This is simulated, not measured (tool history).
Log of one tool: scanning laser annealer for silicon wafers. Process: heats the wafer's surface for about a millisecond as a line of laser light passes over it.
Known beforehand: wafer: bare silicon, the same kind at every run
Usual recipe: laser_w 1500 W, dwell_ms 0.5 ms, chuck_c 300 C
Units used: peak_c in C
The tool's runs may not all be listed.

run 1 hour=0 | laser_w=1500 dwell_ms=0.5 chuck_c=300 | peak_c=1092
run 2 hour=21.3 | laser_w=1500 dwell_ms=0.5 chuck_c=300 | peak_c=1091
run 3 hour=50.2 | laser_w=1500 dwell_ms=0.543 chuck_c=300 | peak_c=1127
run 4 hour=69.5 | laser_w=1500 dwell_ms=0.543 chuck_c=300 | peak_c=1126
-- hour=105.8 optics aligned, line set to its width
run 5 hour=109.2 | laser_w=1500 dwell_ms=0.543 chuck_c=300 | peak_c=1139
run 6 hour=139.2 | laser_w=1500 dwell_ms=0.5 chuck_c=270 | peak_c=1067
run 7 hour=164 | laser_w=1339 dwell_ms=0.5 chuck_c=300 | peak_c=1003
run 8 hour=186.7 | laser_w=1339 dwell_ms=0.5 chuck_c=300 | peak_c=1007
run 9 hour=228.3 | laser_w=1339 dwell_ms=0.5 chuck_c=335 | peak_c=1043
run 10 hour=266.5 | laser_w=1339 dwell_ms=0.5 chuck_c=335 | peak_c=1035
run 11 hour=284.8 | laser_w=1339 dwell_ms=0.5 chuck_c=335 | peak_c=1037
run 12 hour=322.7 | laser_w=1500 dwell_ms=0.5 chuck_c=280 | peak_c=1071
run 13 hour=360.7 | laser_w=1500 dwell_ms=0.5 chuck_c=280 | peak_c=1068
run 14 hour=388.9 | laser_w=1500 dwell_ms=0.5 chuck_c=300 | peak_c=1088
run 15 hour=406.4 | laser_w=1500 dwell_ms=0.5 chuck_c=300 | peak_c=1090
run 16 hour=434.7 | laser_w=1500 dwell_ms=0.471 chuck_c=300 | peak_c=1056
run 17 hour=462.5 | laser_w=1500 dwell_ms=0.471 chuck_c=300 | peak_c=1056
run 18 hour=491.8 | laser_w=1500 dwell_ms=0.5 chuck_c=300 | peak_c=1084
run 19 hour=532 | laser_w=1500 dwell_ms=0.5 chuck_c=300 | peak_c=1086
run 20 hour=550.6 | laser_w=1500 dwell_ms=0.5 chuck_c=300 | peak_c=1081
run 21 hour=575.9 | laser_w=1500 dwell_ms=0.5 chuck_c=300 | peak_c=1077
run 22 hour=612.7 | laser_w=1500 dwell_ms=0.54 chuck_c=330 | peak_c=1143
run 23 hour=644.5 | laser_w=1500 dwell_ms=0.54 chuck_c=330 | peak_c=1145
run 24 hour=666.9 | laser_w=1500 dwell_ms=0.54 chuck_c=330 | peak_c=1141
run 25 hour=701.1 | laser_w=1500 dwell_ms=0.5 chuck_c=263 | peak_c=1035
-- hour=735.3 window over the wafer cleaned
run 26 hour=736.4 | laser_w=1340 dwell_ms=0.602 chuck_c=263 | peak_c=1055
run 27 hour=759.9 | laser_w=1340 dwell_ms=0.602 chuck_c=263 | peak_c=1055
run 28 hour=798.2 | laser_w=1367 dwell_ms=0.602 chuck_c=332 | peak_c=1139
run 29 hour=839.4 | laser_w=1471 dwell_ms=0.514 chuck_c=322 | peak_c=1116
run 30 hour=872.8 | laser_w=1318 dwell_ms=0.376 chuck_c=308 | peak_c=894
run 31 hour=913.9 | laser_w=1318 dwell_ms=0.376 chuck_c=308 | peak_c=893
run 32 hour=941.5 | laser_w=1318 dwell_ms=0.376 chuck_c=284 | peak_c=869
run 33 hour=958.3 | laser_w=1318 dwell_ms=0.376 chuck_c=284 | peak_c=866
run 34 hour=981 | laser_w=1384 dwell_ms=0.513 chuck_c=263 | peak_c=1000
run 35 hour=1019.2 | laser_w=1539 dwell_ms=0.571 chuck_c=274 | peak_c=1148
run 36 hour=1057.7 | laser_w=1387 dwell_ms=0.375 chuck_c=311 | peak_c=924
run 37 hour=1087.3 | laser_w=1387 dwell_ms=0.375 chuck_c=311 | peak_c=922
run 38 hour=1118.3 | laser_w=1574 dwell_ms=0.5 chuck_c=300 | peak_c=1125
run 39 hour=1157.4 | laser_w=1409 dwell_ms=0.356 chuck_c=300 | peak_c=900
run 40 hour=1189.9 | laser_w=1366 dwell_ms=0.439 chuck_c=265 | peak_c=922
run 41 hour=1206.7 | laser_w=1366 dwell_ms=0.439 chuck_c=265 | peak_c=921
run 42 hour=1224.9 | laser_w=1424 dwell_ms=0.444 chuck_c=300 | peak_c=990

Pick out some run-to-run changes in peak_c. Of each, how much would a tool without hidden state show as well, from the settings, what came in and chance, and how much is left for the hidden state and any gauge scatter not in both results compared?
What the log doesn't record here: light that passes the window, % of a clean one's; laser's true power over the reading, %; width of the line over the set one, %; drift of the gauge itself on peak_c, C.
Run 4 -> 5: optics aligned, line set to its width. peak_c +13 C: hidden state +12, all else +1.
Run 25 -> 26: laser_w 1500 -> 1340, dwell_ms 0.5 -> 0.602, window over the wafer cleaned. peak_c +20 C: hidden state +27, all else -7.
Run 29 -> 30: laser_w 1471 -> 1318, dwell_ms 0.514 -> 0.376, chuck_c 322 -> 308. peak_c -222 C: hidden state +4, all else -226.
Run 35 -> 36: laser_w 1539 -> 1387, dwell_ms 0.571 -> 0.375, chuck_c 274 -> 311. peak_c -224 C: hidden state +8, all else -232.
Run 37 -> 38: laser_w 1387 -> 1574, dwell_ms 0.375 -> 0.5, chuck_c 311 -> 300. peak_c +203 C: hidden state -11, all else +214.
Run 38 -> 39: laser_w 1574 -> 1409, dwell_ms 0.5 -> 0.356. peak_c -225 C: hidden state +9, all else -234.

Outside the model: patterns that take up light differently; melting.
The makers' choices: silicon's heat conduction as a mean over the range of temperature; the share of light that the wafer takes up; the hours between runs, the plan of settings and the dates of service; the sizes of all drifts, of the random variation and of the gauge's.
